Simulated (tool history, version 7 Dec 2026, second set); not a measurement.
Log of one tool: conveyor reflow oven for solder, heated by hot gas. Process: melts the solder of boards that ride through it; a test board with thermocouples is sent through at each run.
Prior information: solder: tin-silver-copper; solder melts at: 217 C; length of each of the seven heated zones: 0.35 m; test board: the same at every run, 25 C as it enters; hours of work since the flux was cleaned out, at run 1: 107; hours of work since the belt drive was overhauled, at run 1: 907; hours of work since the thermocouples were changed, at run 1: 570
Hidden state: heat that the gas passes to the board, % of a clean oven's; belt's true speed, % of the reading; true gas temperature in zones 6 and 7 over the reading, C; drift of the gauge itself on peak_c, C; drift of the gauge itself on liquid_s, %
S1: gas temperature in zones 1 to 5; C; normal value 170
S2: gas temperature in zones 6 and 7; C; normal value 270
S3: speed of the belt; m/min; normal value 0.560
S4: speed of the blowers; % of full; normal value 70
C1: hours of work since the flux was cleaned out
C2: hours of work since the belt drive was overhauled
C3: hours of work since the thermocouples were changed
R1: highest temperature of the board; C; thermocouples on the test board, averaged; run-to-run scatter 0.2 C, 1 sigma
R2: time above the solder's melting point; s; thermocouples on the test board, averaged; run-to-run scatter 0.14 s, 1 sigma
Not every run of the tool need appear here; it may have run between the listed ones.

run,hour,S1,S2,S3,S4,C1,C2,C3,R1,R2
1,0.0,170,270,0.560,70,107,907,570,255.9,59.6
2,61.7,170,270,0.560,70,149,948,611,255.9,59.7
3,94.6,170,270,0.560,70,171,970,633,255.5,59.6
4,141.0,170,270,0.560,70,202,1001,664,255.5,59.4
5,182.7,170,270,0.560,70,230,1029,692,255.2,59.3
6,212.5,170,270,0.507,70,250,1049,712,258.4,67.9
7,253.2,170,270,0.507,70,277,1076,739,257.7,68.1
# hour 297.2: thermocouples of zones 6 and 7 changed
8,300.9,170,270,0.630,70,307,1107,3,252.0,49.7
9,356.1,170,270,0.630,70,344,1144,39,252.1,49.5
10,414.1,170,270,0.630,70,383,1183,78,251.7,49.1
# hour 458.8: flux residue cleaned out of gas plates and filters
11,465.7,170,270,0.560,70,5,1214,109,257.1,61.2
12,523.5,170,270,0.635,70,43,1252,148,253.6,50.8
# hour 537.4: belt drive overhauled, speed set with a stopwatch
13,589.1,170,270,0.495,70,85,35,189,259.0,69.0
14,643.4,179,270,0.503,61,121,71,226,258.5,70.1
15,672.0,170,258,0.560,84,140,90,245,246.8,52.7
16,701.1,170,260,0.469,84,160,110,264,252.1,69.3
17,748.2,174,260,0.555,65,191,141,296,246.5,53.3
18,791.4,178,276,0.451,58,220,170,325,265.0,82.6
19,828.4,170,277,0.452,70,245,195,350,267.2,80.8
20,878.6,182,283,0.517,88,278,228,383,272.8,76.5
21,926.6,167,283,0.584,74,311,261,415,265.0,59.6
22,978.5,176,270,0.574,70,345,295,450,254.4,57.7
23,1016.2,170,270,0.560,70,370,321,475,253.7,57.0
24,1043.0,159,278,0.502,53,388,338,493,259.6,63.8
# hour 1079.6: flux residue cleaned out of gas plates and filters
25,1079.6,161,264,0.620,65,0,360,514,245.5,42.2

3 ways to go on from here, each from the tool as it stands after run 25. What would each give?
A,1126.8,156,275,0.620,66,32,391,546,?,?
B,1126.8,180,281,0.620,52,32,391,546,?,?
C,1126.8,180,270,0.670,70,32,391,546,?,?

run,R1,R2
A,254.1,47.2
B,260.5,57.3
C,252.6,49.0
The same runs, with their run-to-run variation unchanged, on a tool lacking any hidden condition would have given:
run,R1,R2
A,254.9,47.2
B,261.2,57.0
C,253.4,48.9

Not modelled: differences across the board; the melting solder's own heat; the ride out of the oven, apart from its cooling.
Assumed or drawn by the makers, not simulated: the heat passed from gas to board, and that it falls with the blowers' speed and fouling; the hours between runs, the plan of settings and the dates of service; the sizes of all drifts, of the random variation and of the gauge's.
